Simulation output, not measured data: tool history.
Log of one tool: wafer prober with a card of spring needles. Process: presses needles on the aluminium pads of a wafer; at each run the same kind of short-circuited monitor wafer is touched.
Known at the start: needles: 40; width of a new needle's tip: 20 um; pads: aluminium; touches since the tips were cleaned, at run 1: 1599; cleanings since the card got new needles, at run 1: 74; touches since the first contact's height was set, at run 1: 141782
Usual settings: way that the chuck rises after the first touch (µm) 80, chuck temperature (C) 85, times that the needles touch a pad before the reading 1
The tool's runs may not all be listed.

run	hour	way that the chuck rises after the first touch (µm)	chuck temperature (C)	times that the needles touch a pad before the reading	touches since the tips were cleaned	cleanings since the card got new needles	touches since the first contact's height was set	resistance of one needle with its contact and lead (mohm)	way that a needle slides on the pad (µm)
1	0.0	80	85	1	1599	74	141782	145	11.85
# hour 5.4: tips cleaned on abrasive film
# hour 13.7: tips cleaned on abrasive film
# hour 22.8: tips cleaned on abrasive film
2	24.9	80	85	1	1122	77	155236	143	11.68
# hour 31.8: tips cleaned on abrasive film
# hour 41.0: tips cleaned on abrasive film
3	45.1	80	47	1	2266	79	166205	142	11.58
# hour 49.5: tips cleaned on abrasive film
# hour 58.1: tips cleaned on abrasive film
4	65.1	80	47	1	3844	81	177039	146	11.63
# hour 67.1: tips cleaned on abrasive film
# hour 75.9: tips cleaned on abrasive film
5	81.7	80	47	1	3209	83	186048	145	11.55
# hour 83.4: tips cleaned on abrasive film
# hour 91.3: tips cleaned on abrasive film
6	96.8	80	47	1	2977	85	194162	147	11.60
# hour 100.6: tips cleaned on abrasive film
# hour 108.3: tips cleaned on abrasive film
# hour 116.4: tips cleaned on abrasive film
7	120.0	80	47	1	1961	88	206733	146	11.54
# hour 124.1: tips cleaned on abrasive film
# hour 132.7: tips cleaned on abrasive film
8	132.7	91	85	1	0	90	213554	131	13.16
# hour 136.6: height of the first contact set anew
# hour 141.0: tips cleaned on abrasive film
# hour 149.2: tips cleaned on abrasive film
9	156.3	91	66	1	3919	92	10697	143	13.54
# hour 158.3: tips cleaned on abrasive film
# hour 166.6: tips cleaned on abrasive film
10	174.0	91	66	1	4050	94	20268	146	13.86
# hour 175.4: tips cleaned on abrasive film
# hour 183.1: tips cleaned on abrasive film
# hour 191.9: tips cleaned on abrasive film
11	196.1	91	66	1	2314	97	32203	138	13.90
# hour 201.1: tips cleaned on abrasive film
# hour 209.6: tips cleaned on abrasive film
12	215.9	80	85	1	3468	99	42937	152	12.03
# hour 217.9: tips cleaned on abrasive film
# hour 226.9: tips cleaned on abrasive film
13	229.6	80	85	1	1467	101	50309	142	11.98
# hour 234.5: tips cleaned on abrasive film
# hour 242.4: tips cleaned on abrasive film
14	249.6	80	125	1	3910	103	61150	157	12.04
# hour 250.7: tips cleaned on abrasive film
# hour 258.4: tips cleaned on abrasive film
15	260.8	80	29	1	1354	105	67202	136	12.01
# hour 266.4: tips cleaned on abrasive film
16	273.2	67	59	1	3757	106	73924	158	9.93
# hour 275.2: tips cleaned on abrasive film
# hour 284.3: tips cleaned on abrasive film
# hour 292.4: tips cleaned on abrasive film
17	293.1	80	54	2	398	109	84655	134	11.91
# hour 300.8: tips cleaned on abrasive film
18	303.5	63	36	2	1483	110	90304	139	9.30
# hour 308.4: tips cleaned on abrasive film
# hour 316.1: tips cleaned on abrasive film
# hour 325.1: tips cleaned on abrasive film
19	326.2	63	36	2	582	113	102553	133	9.40
# hour 334.5: tips cleaned on abrasive film
# hour 342.2: tips cleaned on abrasive film
20	342.2	63	36	2	0	115	111216	132	9.25
# hour 350.1: tips cleaned on abrasive film
21	355.5	63	36	2	2951	116	118417	146	9.20
# hour 358.1: tips cleaned on abrasive film
# hour 366.0: tips cleaned on abrasive film
# hour 373.5: tips cleaned on abrasive film
22	373.5	83	93	2	2	119	128151	138	12.26
# hour 382.0: tips cleaned on abrasive film
23	385.4	83	93	2	1884	120	134616	142	12.17
# hour 390.0: tips cleaned on abrasive film
# hour 397.6: tips cleaned on abrasive film
24	397.7	83	93	2	54	122	141213	138	12.17
# hour 405.3: tips cleaned on abrasive film
# hour 414.2: tips cleaned on abrasive film
25	418.6	61	28	2	2389	124	152554	148	8.78
# hour 422.1: tips cleaned on abrasive film
# hour 430.0: tips cleaned on abrasive film
26	433.8	61	109	2	2104	126	160769	157	8.81
# hour 438.3: tips cleaned on abrasive film
27	445.6	76	29	1	4030	127	167178	153	11.04
# hour 447.6: tips cleaned on abrasive film
# hour 455.7: tips cleaned on abrasive film
# hour 464.0: tips cleaned on abrasive film
28	464.8	80	37	2	460	130	177516	132	11.61
# hour 471.8: tips cleaned on abrasive film
# hour 480.0: tips cleaned on abrasive film
29	485.2	97	28	1	2879	132	188605	137	14.05

Forecast each of these 3 alternatives for the next run:
# hour 489.1: tips cleaned on abrasive film
# hour 497.9: tips cleaned on abrasive film
A	500.2	80	47	2	1276	134	196698	?	?
# hour 489.1: tips cleaned on abrasive film
# hour 497.9: tips cleaned on abrasive film
B	500.2	97	83	2	1276	134	196698	?	?
# hour 489.1: tips cleaned on abrasive film
# hour 497.9: tips cleaned on abrasive film
C	500.2	89	85	2	1276	134	196698	?	?

run	resistance of one needle with its contact and lead (mohm)	way that a needle slides on the pad (µm)
A	136	11.52
B	138	14.20
C	137	12.70
Without the tool's hidden state the same runs would have given:
run	resistance of one needle with its contact and lead (mohm)	way that a needle slides on the pad (µm)
A	126	12.20
B	131	14.88
C	129	13.38
